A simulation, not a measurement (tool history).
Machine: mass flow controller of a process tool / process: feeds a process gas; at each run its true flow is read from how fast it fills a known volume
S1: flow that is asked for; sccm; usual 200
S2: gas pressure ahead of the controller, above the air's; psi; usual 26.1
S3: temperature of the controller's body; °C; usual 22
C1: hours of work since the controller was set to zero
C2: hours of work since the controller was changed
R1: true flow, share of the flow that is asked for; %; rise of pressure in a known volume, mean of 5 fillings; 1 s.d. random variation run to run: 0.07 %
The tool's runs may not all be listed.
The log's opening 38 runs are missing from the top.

run	day	S1	S2	S3	C1	C2	R1
39	95.362	200	30.9	22	2880	2880	99.37
40	97.867	193	34.4	22	2916	2916	99.31
41	99.533	103	26.1	33	2940	2940	99.37
42	101.979	200	24.8	21	2975	2975	99.08
43	104.75	126	23.6	30	3015	3015	99.27
44	107.983	62	21.9	30	3062	3062	99.1
45	110.058	282	39.3	36	3092	3092	99.97
46	111.738	55	30.9	29	3116	3116	99.13
47	113.925	55	30.9	29	3148	3148	99.3
48	116.571	159	38.7	35	3186	3186	99.75

What if the next run were any one of these 3? Each begins from the tool's condition after run 48:
A	120.15	147	39.7	34	3238	3238	?
B	120.15	427	38.7	35	3238	3238	?
C	120.15	149	33.1	31	3238	3238	?

run	R1
A	99.72
B	100.24
C	99.53
With the hidden condition removed and each run's random variation left untouched, the same runs would have given:
run	R1
A	99.73
B	100.25
C	99.54
